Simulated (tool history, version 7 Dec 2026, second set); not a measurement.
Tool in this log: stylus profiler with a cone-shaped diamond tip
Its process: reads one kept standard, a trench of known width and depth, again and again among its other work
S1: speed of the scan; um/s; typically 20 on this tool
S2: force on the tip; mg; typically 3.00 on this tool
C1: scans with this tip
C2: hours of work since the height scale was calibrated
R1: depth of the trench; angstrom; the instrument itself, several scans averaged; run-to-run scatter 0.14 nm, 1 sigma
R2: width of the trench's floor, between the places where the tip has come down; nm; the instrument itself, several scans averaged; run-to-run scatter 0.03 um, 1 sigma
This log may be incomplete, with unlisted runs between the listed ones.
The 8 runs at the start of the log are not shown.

run,day,S1,S2,C1,C2,R1,R2
9,14.450,5,3.00,1731,381,5057.9,26740
10,16.750,20,3.00,1907,420,5058.0,26670
11,18.479,20,3.00,2038,449,5059.4,26650
12,19.979,20,3.00,2153,474,5059.4,26620
13,21.575,20,3.00,2275,501,5057.9,26650
14,23.833,20,1.32,2447,539,5031.4,26610
15,25.583,20,1.32,2580,568,5030.0,26570
16,27.925,20,1.32,2759,608,5030.6,26520
17,29.108,50,2.70,2849,628,5054.2,26420
18,30.946,6,1.51,2989,659,5033.2,26580
19,32.554,17,2.29,3112,686,5049.1,26510
20,34.733,11,5.10,3278,722,5083.3,26480
21,36.396,57,4.48,3405,750,5074.2,26390
22,38.271,57,4.48,3548,782,5077.0,26420
23,39.729,23,1.67,3659,806,5037.6,26470
24,41.104,13,2.61,3764,829,5049.9,26480
25,42.371,59,8.33,3860,850,5118.2,26330
26,43.488,71,1.25,3946,869,5026.4,26170
27,44.442,5,4.09,4018,885,5066.8,26490
28,46.358,9,6.08,4165,918,5092.3,26460
29,47.950,7,3.00,4286,944,5053.0,26400
30,50.183,7,8.88,4456,982,5120.3,26390
31,51.354,54,1.90,4545,1001,5038.2,26210

Forecast each of these 3 alternatives for the next run:
A,52.492,20,5.81,4632,1021,?,?
B,52.492,8,4.11,4632,1021,?,?
C,52.492,20,2.61,4632,1021,?,?

run,R1,R2
A,5086.4,26360
B,5067.6,26330
C,5046.4,26310
With no hidden state in the tool, these same runs would have given:
run,R1,R2
A,5097.2,26990
B,5078.3,26960
C,5057.0,26940

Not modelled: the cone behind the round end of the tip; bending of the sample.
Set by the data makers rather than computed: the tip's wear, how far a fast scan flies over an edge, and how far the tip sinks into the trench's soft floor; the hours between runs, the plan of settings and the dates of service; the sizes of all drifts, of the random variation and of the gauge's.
